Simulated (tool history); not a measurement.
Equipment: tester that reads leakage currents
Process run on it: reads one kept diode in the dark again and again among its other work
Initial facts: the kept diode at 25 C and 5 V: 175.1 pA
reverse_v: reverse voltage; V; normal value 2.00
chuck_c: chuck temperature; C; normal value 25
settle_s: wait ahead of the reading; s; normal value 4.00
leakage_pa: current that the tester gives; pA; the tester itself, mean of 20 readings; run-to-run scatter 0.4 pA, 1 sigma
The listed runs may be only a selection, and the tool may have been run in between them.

{"run": 1, "hour": 0.0, "reverse_v": 2.0, "chuck_c": 25, "settle_s": 4.0, "leakage_pa": 141.48}
{"hour": 43.2, "done": "chuck's temperature calibrated"}
{"run": 2, "hour": 73.2, "reverse_v": 2.0, "chuck_c": 25, "settle_s": 4.0, "leakage_pa": 132.99}
{"run": 3, "hour": 135.7, "reverse_v": 2.0, "chuck_c": 25, "settle_s": 4.0, "leakage_pa": 133.03}
{"run": 4, "hour": 238.3, "reverse_v": 2.0, "chuck_c": 25, "settle_s": 4.0, "leakage_pa": 133.95}
{"run": 5, "hour": 306.9, "reverse_v": 11.14, "chuck_c": 25, "settle_s": 4.0, "leakage_pa": 237.7}
{"run": 6, "hour": 390.1, "reverse_v": 11.14, "chuck_c": 25, "settle_s": 4.0, "leakage_pa": 237.75}
{"run": 7, "hour": 473.1, "reverse_v": 2.0, "chuck_c": 36, "settle_s": 4.0, "leakage_pa": 309.27}
{"run": 8, "hour": 555.5, "reverse_v": 2.0, "chuck_c": 36, "settle_s": 4.0, "leakage_pa": 309.46}
{"run": 9, "hour": 649.2, "reverse_v": 3.61, "chuck_c": 25, "settle_s": 4.0, "leakage_pa": 163.95}
{"run": 10, "hour": 695.7, "reverse_v": 3.61, "chuck_c": 25, "settle_s": 4.0, "leakage_pa": 165.54}
{"run": 11, "hour": 767.7, "reverse_v": 2.0, "chuck_c": 21, "settle_s": 4.0, "leakage_pa": 99.77}
{"run": 12, "hour": 853.2, "reverse_v": 2.0, "chuck_c": 25, "settle_s": 4.0, "leakage_pa": 137.14}
{"run": 13, "hour": 943.4, "reverse_v": 2.0, "chuck_c": 25, "settle_s": 0.81, "leakage_pa": 137.43}
{"run": 14, "hour": 988.3, "reverse_v": 10.01, "chuck_c": 25, "settle_s": 1.84, "leakage_pa": 236.23}
{"run": 15, "hour": 1055.5, "reverse_v": 10.01, "chuck_c": 25, "settle_s": 1.84, "leakage_pa": 237.22}
{"run": 16, "hour": 1152.2, "reverse_v": 10.72, "chuck_c": 25, "settle_s": 0.49, "leakage_pa": 250.62}
{"run": 17, "hour": 1252.0, "reverse_v": 10.72, "chuck_c": 25, "settle_s": 0.49, "leakage_pa": 252.74}
{"run": 18, "hour": 1310.6, "reverse_v": 1.01, "chuck_c": 22, "settle_s": 3.23, "leakage_pa": 88.27}
{"run": 19, "hour": 1408.8, "reverse_v": 2.0, "chuck_c": 40, "settle_s": 6.79, "leakage_pa": 423.45}
{"hour": 1450.5, "done": "tester calibrated"}
{"run": 20, "hour": 1495.4, "reverse_v": 4.8, "chuck_c": 23, "settle_s": 4.0, "leakage_pa": 164.53}
{"run": 21, "hour": 1583.9, "reverse_v": 4.8, "chuck_c": 23, "settle_s": 4.0, "leakage_pa": 164.0}
{"run": 22, "hour": 1662.6, "reverse_v": 4.8, "chuck_c": 23, "settle_s": 3.92, "leakage_pa": 164.98}
{"run": 23, "hour": 1748.1, "reverse_v": 2.34, "chuck_c": 28, "settle_s": 1.32, "leakage_pa": 190.42}
{"run": 24, "hour": 1812.4, "reverse_v": 2.34, "chuck_c": 28, "settle_s": 1.32, "leakage_pa": 192.07}
{"run": 25, "hour": 1878.8, "reverse_v": 14.11, "chuck_c": 25, "settle_s": 0.34, "leakage_pa": 297.39}

Forecast each of these 4 alternatives for the next run:
{"run": "A", "hour": 1922.8, "reverse_v": 2.0, "chuck_c": 25, "settle_s": 1.15, "leakage_pa": "?"}
{"run": "B", "hour": 1922.8, "reverse_v": 14.11, "chuck_c": 48, "settle_s": 0.34, "leakage_pa": "?"}
{"run": "C", "hour": 1922.8, "reverse_v": 14.11, "chuck_c": 20, "settle_s": 0.34, "leakage_pa": "?"}
{"run": "D", "hour": 1922.8, "reverse_v": 7.35, "chuck_c": 25, "settle_s": 0.44, "leakage_pa": "?"}

run=A leakage_pa=145.21
run=B leakage_pa=1455.80
run=C leakage_pa=210.15
run=D leakage_pa=230.87
Without the tool's hidden state the same runs would have given:
run=A leakage_pa=131.90
run=B leakage_pa=1345.47
run=C leakage_pa=176.01
run=D leakage_pa=204.26
